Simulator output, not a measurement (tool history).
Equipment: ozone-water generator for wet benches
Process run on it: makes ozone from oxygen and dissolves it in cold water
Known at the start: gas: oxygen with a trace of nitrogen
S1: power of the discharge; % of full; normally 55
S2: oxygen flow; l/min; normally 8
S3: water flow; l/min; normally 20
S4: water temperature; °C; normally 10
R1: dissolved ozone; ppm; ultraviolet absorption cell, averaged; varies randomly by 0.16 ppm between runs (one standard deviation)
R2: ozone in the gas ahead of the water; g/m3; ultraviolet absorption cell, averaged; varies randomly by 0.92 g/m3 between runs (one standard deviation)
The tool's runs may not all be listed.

run   hour  S1     S2  S3  S4    R1     R2
  1      0  55      8  20  10    20  154.2
  2   41.8  55      8  20  10  20.1  155.7
  3   79.4  55      8  20  10  20.1    154
  4  106.3  55   4.72  20  10  21.1  220.1
  5  126.6  55      8  20  10    20  153.4
  6  167.8  55      8  20  10    20    155
  7  190.4  55      8  20   6  21.2    154
  8  216.4  55      8  20  10  19.8  155.1
  9  253.2  55      8  20  10  19.8  156.3
 10  293.8  55      8  20  10    20  153.4
 11  319.3  55      8  20  10  20.3  153.7
 12  360.6  55      8  25  10  16.8  154.6
 13  396.2  55      8  20  10  19.9  153.1
     402.1  -- contactor cleaned
 14  419.5  55      8  20  10  18.8  153.4
 15    443  55   9.25  20  10  18.2  139.4
 16    484  55   9.25  20  10  18.3  137.2
 17  506.6  55   9.84  15  10  21.6  133.7
 18  530.5  83      8  20  10  23.4  189.6
 19  557.1  83   4.77  20  17  22.4  270.2
 20  587.3  55   8.62  20  15    17  145.7
     596.7  -- contactor cleaned, once more
 21  621.3  55      8  19  10    22    153
 22    663  76  10.98  24  14  19.8    148
 23  680.1  76  10.98  24  14  19.9  146.8
 24  697.3  76  10.98  24  14  19.9  146.3
 25  736.7  55  13.43  25   5  18.4  108.7
 26  770.5  71   7.71  25   6    22  179.3
 27  802.4  76      8  28  10  19.7    180
 28  837.6  76      8  28  10    20  177.5
 29    873  55      8  20   6  22.5  152.5
 30  899.6  55      8  20   6  22.5  152.7
 31  922.6  55      8  13   7  29.5  150.9
 32  944.9  81   8.14  14   7  34.2  187.8

Measured less the same run without the tool's hidden state. The same run-to-run variation is in both; the gauge's scatter may not be:
The hidden state here: yield of the discharge, % of new electrodes'; contactor's efficiency, % of a clean one's; true water temperature over the reading, C; drift of the gauge itself on ozone_ppm, %; drift of the gauge itself on gas_g_m3, %.
run    R1    R2
  1  -1.6  +0.3
  2  -1.6  +0.2
  3  -1.6  +0.1
  4  -1.8  +0.1
  5  -1.6    +0
  6  -1.6  -0.1
  7  -1.8  -0.2
  8  -1.8  -0.2
  9  -1.7  -0.3
 10  -1.7  -0.4
 11  -1.8  -0.4
 12  -1.6  -0.5
 13  -1.8  -0.6
 14  -2.9  -0.7
 15  -2.8  -0.6
 16  -2.8  -0.7
 17  -3.1  -0.7
 18  -3.7  -1.5
 19  -3.6  -2.1
 20  -2.7    -1
 21  -0.3  -1.1
 22  -0.3  -1.4
 23  -0.3  -1.5
 24  -0.3  -1.4
 25  -0.3    -1
 26  -0.4  -1.9
 27  -0.4  -2.1
 28  -0.4  -2.2
 29  -0.5  -1.7
 30  -0.4  -1.7
 31  -0.7  -1.8
 32  -0.8  -2.8
